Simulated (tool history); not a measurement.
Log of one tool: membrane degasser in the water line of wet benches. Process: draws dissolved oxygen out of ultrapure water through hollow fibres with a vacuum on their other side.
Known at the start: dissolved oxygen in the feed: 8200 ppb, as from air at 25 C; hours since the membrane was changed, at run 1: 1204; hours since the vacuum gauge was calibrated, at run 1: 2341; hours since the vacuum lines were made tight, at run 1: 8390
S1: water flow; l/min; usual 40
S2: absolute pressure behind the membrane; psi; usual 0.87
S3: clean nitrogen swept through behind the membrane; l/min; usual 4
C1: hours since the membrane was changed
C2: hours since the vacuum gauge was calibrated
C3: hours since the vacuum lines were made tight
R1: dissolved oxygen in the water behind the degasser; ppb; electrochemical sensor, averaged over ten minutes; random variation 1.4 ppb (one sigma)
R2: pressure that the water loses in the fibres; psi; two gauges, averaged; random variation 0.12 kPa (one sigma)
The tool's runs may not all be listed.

run	hour	S1	S2	S3	C1	C2	C3	R1	R2
1	0	40	0.87	4	1204	2341	8390	140.2	4.296
2	135.1	40	0.87	3.3	1339	2476	8526	154.6	4.284
3	202.5	40	0.87	3.3	1406	2544	8593	151.7	4.293
4	331.7	40	0.87	3.3	1535	2673	8722	153.5	4.319
5	389.2	40	0.87	3.3	1593	2730	8780	153.4	4.318
6	485.9	40	0.87	3.3	1690	2827	8876	155.7	4.296
7	570.6	40	0.87	3.3	1774	2912	8961	155	4.3
8	627.7	40	0.87	3.3	1831	2969	9018	152.3	4.305
# hour 638.9: vacuum gauge calibrated
9	745.8	40	0.87	3.3	1949	107	9136	153.3	4.319
10	807.8	40	0.87	3.3	2011	169	9198	152.4	4.27
11	887	40	0.87	3.3	2090	248	9277	152.6	4.296
12	971.9	40	0.87	3.3	2175	333	9362	157.4	4.293
13	1027.8	40	0.87	9.37	2231	389	9418	102.3	4.299
14	1138.7	40	0.87	9.37	2342	500	9529	101.5	4.334
15	1266.3	42	0.87	4	2469	627	9656	158.2	4.545
16	1401.5	42	0.87	4	2605	763	9791	156.2	4.522
# hour 1411.5: vacuum gauge calibrated, once more
17	1480.8	42	0.67	2	2683	69	9870	152.7	4.541
18	1550.3	40	0.682	9.15	2753	139	9940	89.8	4.297
19	1623.2	39	2.015	9.15	2826	212	10013	180	4.203
20	1692	39	2.015	9.15	2895	281	10081	174.7	4.192
21	1757.2	39	2.015	9.15	2960	346	10147	175.3	4.183
22	1855.6	45	1.703	10.54	3058	444	10245	191.4	4.846

Forecast run 23:
23	1935.7	45	0.714	7.32	3138	524	10325	?	?

R1: 131 ppb
R2: 4.867 psi
Without the tool's hidden state the same run would have given R1 126 ppb, R2 4.827 psi.

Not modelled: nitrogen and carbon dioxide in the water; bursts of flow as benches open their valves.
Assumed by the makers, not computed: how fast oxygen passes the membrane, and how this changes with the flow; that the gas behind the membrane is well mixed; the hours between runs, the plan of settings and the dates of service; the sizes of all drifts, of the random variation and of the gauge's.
